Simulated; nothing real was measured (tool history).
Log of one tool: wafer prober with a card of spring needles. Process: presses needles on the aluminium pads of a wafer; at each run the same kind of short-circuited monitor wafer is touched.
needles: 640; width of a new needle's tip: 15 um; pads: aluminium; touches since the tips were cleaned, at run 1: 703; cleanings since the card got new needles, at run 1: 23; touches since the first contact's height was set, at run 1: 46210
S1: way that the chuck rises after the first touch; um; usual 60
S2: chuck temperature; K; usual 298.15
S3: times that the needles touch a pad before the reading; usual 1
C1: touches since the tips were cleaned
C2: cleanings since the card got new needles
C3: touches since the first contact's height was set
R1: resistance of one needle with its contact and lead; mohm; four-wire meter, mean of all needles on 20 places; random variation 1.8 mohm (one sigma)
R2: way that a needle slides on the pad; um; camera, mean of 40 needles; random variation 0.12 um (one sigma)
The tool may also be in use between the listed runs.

| run | day | S1 | S2 | S3 | C1 | C2 | C3 | R1 | R2 |
|---|---|---|---|---|---|---|---|---|---|
| 1 | 0.000 | 60 | 298.15 | 1 | 703 | 23 | 46210 | 256 | 7.44 |
|  | 0.129 | tips cleaned on abrasive film |
|  | 0.300 | tips cleaned on abrasive film |
|  | 0.517 | tips cleaned on abrasive film |
|  | 0.729 | tips cleaned on abrasive film |
|  | 0.942 | tips cleaned on abrasive film |
|  | 1.117 | tips cleaned on abrasive film |
|  | 1.329 | tips cleaned on abrasive film |
|  | 1.500 | tips cleaned on abrasive film |
| 2 | 1.579 | 60 | 298.15 | 1 | 763 | 31 | 61447 | 259 | 7.25 |
|  | 1.708 | tips cleaned on abrasive film |
|  | 1.879 | tips cleaned on abrasive film |
|  | 2.096 | tips cleaned on abrasive film |
|  | 2.308 | tips cleaned on abrasive film |
|  | 2.521 | tips cleaned on abrasive film |
|  | 2.696 | tips cleaned on abrasive film |
| 3 | 2.708 | 60 | 298.15 | 1 | 143 | 37 | 72343 | 214 | 7.06 |
|  | 2.879 | tips cleaned on abrasive film |
|  | 3.096 | tips cleaned on abrasive film |
|  | 3.225 | tips cleaned on abrasive film, once more |
|  | 3.438 | tips cleaned on abrasive film |
|  | 3.654 | tips cleaned on abrasive film |
|  | 3.867 | tips cleaned on abrasive film |
|  | 4.079 | tips cleaned on abrasive film |
| 4 | 4.104 | 60 | 298.15 | 1 | 223 | 44 | 85799 | 227 | 7.09 |
|  | 4.275 | tips cleaned on abrasive film |
|  | 4.488 | tips cleaned on abrasive film |
|  | 4.658 | tips cleaned on abrasive film |
|  | 4.875 | tips cleaned on abrasive film |
|  | 5.046 | tips cleaned on abrasive film |
|  | 5.258 | tips cleaned on abrasive film |
| 5 | 5.350 | 76 | 298.15 | 1 | 885 | 50 | 97849 | 237 | 9.25 |
|  | 5.438 | tips cleaned on abrasive film |
|  | 5.650 | tips cleaned on abrasive film |
|  | 5.825 | tips cleaned on abrasive film |
|  | 6.038 | tips cleaned on abrasive film |
|  | 6.250 | tips cleaned on abrasive film |
|  | 6.467 | tips cleaned on abrasive film |
| 6 | 6.521 | 47 | 298.15 | 1 | 530 | 56 | 109134 | 313 | 5.43 |
|  | 6.650 | tips cleaned on abrasive film |
|  | 6.821 | tips cleaned on abrasive film |
|  | 7.033 | tips cleaned on abrasive film |
|  | 7.250 | tips cleaned on abrasive film |
|  | 7.462 | tips cleaned on abrasive film |
|  | 7.633 | tips cleaned on abrasive film |
|  | 7.850 | tips cleaned on abrasive film |
| 7 | 7.900 | 47 | 298.15 | 1 | 506 | 63 | 122460 | 306 | 5.20 |
|  | 8.029 | tips cleaned on abrasive film |
|  | 8.200 | tips cleaned on abrasive film |
|  | 8.417 | tips cleaned on abrasive film |
|  | 8.629 | tips cleaned on abrasive film |
|  | 8.800 | tips cleaned on abrasive film |
| 8 | 8.925 | 47 | 298.15 | 1 | 1216 | 68 | 132360 | 399 | 5.12 |
|  | 9.012 | tips cleaned on abrasive film |
|  | 9.183 | tips cleaned on abrasive film |
|  | 9.400 | tips cleaned on abrasive film |
|  | 9.612 | tips cleaned on abrasive film |
|  | 9.783 | tips cleaned on abrasive film |
|  | 10.000 | tips cleaned on abrasive film |
|  | 10.212 | tips cleaned on abrasive film |
|  | 10.425 | tips cleaned on abrasive film |
|  | 10.642 | tips cleaned on abrasive film |
| 9 | 10.675 | 47 | 298.15 | 1 | 326 | 77 | 149228 | 282 | 5.16 |
|  | 10.846 | tips cleaned on abrasive film |
|  | 11.058 | tips cleaned on abrasive film |
|  | 11.271 | tips cleaned on abrasive film |
|  | 11.488 | tips cleaned on abrasive film |
| 10 | 11.612 | 47 | 298.15 | 1 | 1229 | 81 | 158314 | 414 | 5.28 |
|  | 11.700 | tips cleaned on abrasive film |
|  | 11.912 | tips cleaned on abrasive film |
|  | 12.083 | tips cleaned on abrasive film |
|  | 12.300 | tips cleaned on abrasive film |
|  | 12.512 | tips cleaned on abrasive film |
|  | 12.683 | tips cleaned on abrasive film |
| 11 | 12.817 | 47 | 298.15 | 1 | 1312 | 87 | 169964 | 426 | 5.32 |
|  | 12.862 | tips cleaned on abrasive film |
|  | 13.079 | tips cleaned on abrasive film |
|  | 13.292 | tips cleaned on abrasive film |
|  | 13.504 | tips cleaned on abrasive film |
|  | 13.675 | tips cleaned on abrasive film |
|  | 13.892 | tips cleaned on abrasive film |
|  | 14.104 | tips cleaned on abrasive film |
| 12 | 14.154 | 47 | 298.15 | 1 | 494 | 94 | 182862 | 335 | 4.96 |
|  | 14.283 | tips cleaned on abrasive film |
|  | 14.500 | tips cleaned on abrasive film |
|  | 14.712 | tips cleaned on abrasive film |
|  | 14.925 | tips cleaned on abrasive film |
|  | 15.100 | tips cleaned on abrasive film |
|  | 15.312 | tips cleaned on abrasive film |
| 13 | 15.379 | 72 | 298.15 | 2 | 663 | 100 | 194689 | 232 | 8.19 |
|  | 15.508 | tips cleaned on abrasive film |
|  | 15.725 | tips cleaned on abrasive film |
|  | 15.938 | tips cleaned on abrasive film |
|  | 16.150 | tips cleaned on abrasive film |
| 14 | 16.225 | 60 | 302.15 | 1 | 720 | 104 | 202852 | 289 | 6.63 |
|  | 16.354 | tips cleaned on abrasive film |
|  | 16.567 | tips cleaned on abrasive film |
|  | 16.742 | tips cleaned on abrasive film |
|  | 16.796 | height of the first contact set anew |
|  | 16.967 | tips cleaned on abrasive film |
|  | 17.179 | tips cleaned on abrasive film |
| 15 | 17.179 | 60 | 302.15 | 1 | 9 | 109 | 3731 | 212 | 7.61 |
|  | 17.392 | tips cleaned on abrasive film |
|  | 17.604 | tips cleaned on abrasive film |
|  | 17.821 | tips cleaned on abrasive film |
|  | 17.992 | tips cleaned on abrasive film |
|  | 18.204 | tips cleaned on abrasive film |
| 16 | 18.342 | 61 | 298.15 | 2 | 1362 | 114 | 14992 | 259 | 7.92 |
|  | 18.392 | tips cleaned on abrasive film |
|  | 18.604 | tips cleaned on abrasive film |
|  | 18.817 | tips cleaned on abrasive film |
|  | 19.033 | tips cleaned on abrasive film |
|  | 19.246 | tips cleaned on abrasive film |
|  | 19.458 | tips cleaned on abrasive film |
|  | 19.633 | tips cleaned on abrasive film |
| 17 | 19.729 | 52 | 338.15 | 1 | 945 | 121 | 28345 | 317 | 6.52 |
|  | 19.817 | tips cleaned on abrasive film |
|  | 20.029 | tips cleaned on abrasive film |
|  | 20.242 | tips cleaned on abrasive film |
|  | 20.458 | tips cleaned on abrasive film |
|  | 20.671 | tips cleaned on abrasive film |
| 18 | 20.825 | 61 | 298.15 | 3 | 1507 | 126 | 38952 | 248 | 7.62 |
|  | 20.871 | tips cleaned on abrasive film |
|  | 21.083 | tips cleaned on abrasive film |
|  | 21.296 | tips cleaned on abrasive film |
|  | 21.512 | tips cleaned on abrasive film |
|  | 21.683 | tips cleaned on abrasive film |
|  | 21.896 | tips cleaned on abrasive film |
| 19 | 21.908 | 52 | 298.15 | 1 | 124 | 132 | 49415 | 245 | 6.51 |
|  | 22.083 | tips cleaned on abrasive film |
|  | 22.296 | tips cleaned on abrasive film |
|  | 22.508 | tips cleaned on abrasive film |
|  | 22.683 | tips cleaned on abrasive film |
|  | 22.896 | tips cleaned on abrasive film |
|  | 23.067 | tips cleaned on abrasive film |
|  | 23.279 | tips cleaned on abrasive film |
|  | 23.496 | tips cleaned on abrasive film |
| 20 | 23.538 | 60 | 298.15 | 2 | 430 | 140 | 65146 | 231 | 7.62 |
|  | 23.671 | tips cleaned on abrasive film |
|  | 23.842 | tips cleaned on abrasive film |
|  | 24.058 | tips cleaned on abrasive film |
|  | 24.229 | tips cleaned on abrasive film |
|  | 24.442 | tips cleaned on abrasive film |
|  | 24.658 | tips cleaned on abrasive film |
| 21 | 24.738 | 65 | 298.15 | 1 | 792 | 146 | 76713 | 282 | 7.95 |

Forecast each of these 4 alternatives for the next run:
|  | 24.867 | tips cleaned on abrasive film |
|  | 25.038 | tips cleaned on abrasive film |
|  | 25.254 | tips cleaned on abrasive film |
|  | 25.467 | tips cleaned on abrasive film |
|  | 25.679 | tips cleaned on abrasive film |
|  | 25.896 | tips cleaned on abrasive film |
|  | 26.108 | tips cleaned on abrasive film |
| A | 26.242 | 60 | 311.15 | 2 | 1335 | 153 | 91280 | ? | ? |
|  | 24.867 | tips cleaned on abrasive film |
|  | 25.038 | tips cleaned on abrasive film |
|  | 25.254 | tips cleaned on abrasive film |
|  | 25.467 | tips cleaned on abrasive film |
|  | 25.679 | tips cleaned on abrasive film |
|  | 25.896 | tips cleaned on abrasive film |
|  | 26.108 | tips cleaned on abrasive film |
| B | 26.242 | 77 | 371.15 | 1 | 1335 | 153 | 91280 | ? | ? |
|  | 24.867 | tips cleaned on abrasive film |
|  | 25.038 | tips cleaned on abrasive film |
|  | 25.254 | tips cleaned on abrasive film |
|  | 25.467 | tips cleaned on abrasive film |
|  | 25.679 | tips cleaned on abrasive film |
|  | 25.896 | tips cleaned on abrasive film |
|  | 26.108 | tips cleaned on abrasive film |
| C | 26.242 | 64 | 320.15 | 2 | 1335 | 153 | 91280 | ? | ? |
|  | 24.867 | tips cleaned on abrasive film |
|  | 25.038 | tips cleaned on abrasive film |
|  | 25.254 | tips cleaned on abrasive film |
|  | 25.467 | tips cleaned on abrasive film |
|  | 25.679 | tips cleaned on abrasive film |
|  | 25.896 | tips cleaned on abrasive film |
|  | 26.108 | tips cleaned on abrasive film |
| D | 26.242 | 42 | 298.15 | 1 | 1335 | 153 | 91280 | ? | ? |

| run | R1 | R2 |
|---|---|---|
| A | 289 | 7.19 |
| B | 285 | 9.32 |
| C | 270 | 7.77 |
| D | 506 | 4.98 |
Without the tool's hidden state the same runs would have given:
| run | R1 | R2 |
|---|---|---|
| A | 198 | 7.68 |
| B | 202 | 9.82 |
| C | 192 | 8.27 |
| D | 207 | 5.48 |
